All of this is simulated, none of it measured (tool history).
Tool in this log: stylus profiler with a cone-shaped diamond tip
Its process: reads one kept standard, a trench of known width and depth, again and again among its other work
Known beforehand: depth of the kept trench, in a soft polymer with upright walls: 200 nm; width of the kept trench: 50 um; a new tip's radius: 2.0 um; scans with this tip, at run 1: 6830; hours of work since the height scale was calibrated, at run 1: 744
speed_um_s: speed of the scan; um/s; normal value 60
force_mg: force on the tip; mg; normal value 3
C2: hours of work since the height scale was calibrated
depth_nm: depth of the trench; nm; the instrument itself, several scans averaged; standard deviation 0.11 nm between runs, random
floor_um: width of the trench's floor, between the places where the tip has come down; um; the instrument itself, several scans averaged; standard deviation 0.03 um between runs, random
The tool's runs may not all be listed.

run 1 hour=0 | speed_um_s=60 force_mg=3 | scans_with_this_tip=6830 C2=744 | depth_nm=202.55 floor_um=48.02
run 2 hour=26.7 | speed_um_s=60 force_mg=3 | scans_with_this_tip=6988 C2=761 | depth_nm=202.37 floor_um=48.04
run 3 hour=60.8 | speed_um_s=60 force_mg=3 | scans_with_this_tip=7191 C2=783 | depth_nm=202.41 floor_um=48.02
run 4 hour=108 | speed_um_s=60 force_mg=3 | scans_with_this_tip=7471 C2=814 | depth_nm=202.27 floor_um=47.99
run 5 hour=149.1 | speed_um_s=60 force_mg=2.83 | scans_with_this_tip=7715 C2=840 | depth_nm=202.1 floor_um=48.02
run 6 hour=188.2 | speed_um_s=60 force_mg=2.83 | scans_with_this_tip=7947 C2=865 | depth_nm=202.21 floor_um=48.02
run 7 hour=224.3 | speed_um_s=60 force_mg=2.83 | scans_with_this_tip=8161 C2=889 | depth_nm=202.15 floor_um=48.01
run 8 hour=248.4 | speed_um_s=60 force_mg=2.83 | scans_with_this_tip=8304 C2=904 | depth_nm=202.28 floor_um=47.97
run 9 hour=292.1 | speed_um_s=60 force_mg=2.83 | scans_with_this_tip=8563 C2=933 | depth_nm=202.11 floor_um=48
-- hour=296 height scale calibrated on a step standard
run 10 hour=317.5 | speed_um_s=60 force_mg=2.83 | scans_with_this_tip=8711 C2=14 | depth_nm=202.2 floor_um=47.98
run 11 hour=364.6 | speed_um_s=82 force_mg=3 | scans_with_this_tip=8990 C2=44 | depth_nm=202.13 floor_um=48.02
run 12 hour=388.4 | speed_um_s=82 force_mg=3 | scans_with_this_tip=9132 C2=60 | depth_nm=202.09 floor_um=47.97
run 13 hour=421.7 | speed_um_s=82 force_mg=3 | scans_with_this_tip=9329 C2=81 | depth_nm=202.09 floor_um=47.94
run 14 hour=451 | speed_um_s=158 force_mg=1.24 | scans_with_this_tip=9503 C2=100 | depth_nm=200.75 floor_um=47.66
-- hour=461.2 height scale calibrated on a step standard, once more
run 15 hour=496.2 | speed_um_s=158 force_mg=1.24 | scans_with_this_tip=9768 C2=23 | depth_nm=201.57 floor_um=47.72
run 16 hour=525.5 | speed_um_s=158 force_mg=1.24 | scans_with_this_tip=9942 C2=42 | depth_nm=201.89 floor_um=47.62
run 17 hour=556.3 | speed_um_s=28 force_mg=1.39 | scans_with_this_tip=10125 C2=61 | depth_nm=201.88 floor_um=48.05
run 18 hour=598.1 | speed_um_s=28 force_mg=1.39 | scans_with_this_tip=10372 C2=88 | depth_nm=201.95 floor_um=47.99
run 19 hour=623.4 | speed_um_s=77 force_mg=3.77 | scans_with_this_tip=10523 C2=105 | depth_nm=203.54 floor_um=47.96
run 20 hour=668.4 | speed_um_s=77 force_mg=3.77 | scans_with_this_tip=10789 C2=134 | depth_nm=203.6 floor_um=47.94
run 21 hour=709.5 | speed_um_s=154 force_mg=8.82 | scans_with_this_tip=11033 C2=160 | depth_nm=206.28 floor_um=47.93
run 22 hour=740.6 | speed_um_s=154 force_mg=8.82 | scans_with_this_tip=11218 C2=180 | depth_nm=206.36 floor_um=47.92
run 23 hour=781.3 | speed_um_s=23 force_mg=4.2 | scans_with_this_tip=11460 C2=207 | depth_nm=203.9 floor_um=48.03
run 24 hour=824.2 | speed_um_s=23 force_mg=4.2 | scans_with_this_tip=11714 C2=235 | depth_nm=203.63 floor_um=48.01
run 25 hour=869 | speed_um_s=23 force_mg=4.2 | scans_with_this_tip=11980 C2=263 | depth_nm=203.89 floor_um=48.01

For some of the steps in depth_nm from one run to the next: how much would appear even if the tool had no hidden state, given the settings, what came in and random variation, and how much remains for the hidden state plus any gauge scatter that the measured result and the result without hidden state don't share?
The hidden state here: radius of the tip, um; height scale over the true one, %; drift of the gauge itself on depth_nm, %; drift of the gauge itself on floor_um, %.
Run 9 -> 10: height scale calibrated on a step standard. depth_nm +0.09 nm: hidden state -0.18, all else +0.27.
Run 14 -> 15: height scale calibrated on a step standard, once more. depth_nm +0.82 nm: hidden state +1.12, all else -0.3.
Run 20 -> 21: speed_um_s 77 -> 154, force_mg 3.77 -> 8.82. depth_nm +2.68 nm: hidden state -0.02, all else +2.7.
Run 22 -> 23: speed_um_s 154 -> 23, force_mg 8.82 -> 4.2. depth_nm -2.46 nm: hidden state -0.02, all else -2.44.
